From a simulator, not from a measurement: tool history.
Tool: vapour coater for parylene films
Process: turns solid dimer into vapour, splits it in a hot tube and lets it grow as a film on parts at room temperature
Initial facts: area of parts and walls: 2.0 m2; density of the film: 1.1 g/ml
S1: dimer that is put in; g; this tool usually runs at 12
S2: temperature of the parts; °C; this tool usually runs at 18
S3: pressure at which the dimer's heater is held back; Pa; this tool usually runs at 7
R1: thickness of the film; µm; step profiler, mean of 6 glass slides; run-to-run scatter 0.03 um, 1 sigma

run	day	S1	S2	S3	R1
1	0	12	18	7	2.74
2	0.479	12	18	7	2.71
3	1.512	12	18	7	2.71
4	2.379	12	18	7	2.68
5	2.996	6	18	7	1.33
6	3.896	6	18	7	1.33
7	4.496	6	18	7	1.33
8	5.15	6	18	7	1.33
9	6.158	12	12	7	3.05

Run 10 has not been measured yet. What should we expect?
10	7.079	11	10	10.38	?

{"run 10": {"R1": 2.69}}
Had the tool carried no hidden state, the very same run would have given R1 2.8 µm.

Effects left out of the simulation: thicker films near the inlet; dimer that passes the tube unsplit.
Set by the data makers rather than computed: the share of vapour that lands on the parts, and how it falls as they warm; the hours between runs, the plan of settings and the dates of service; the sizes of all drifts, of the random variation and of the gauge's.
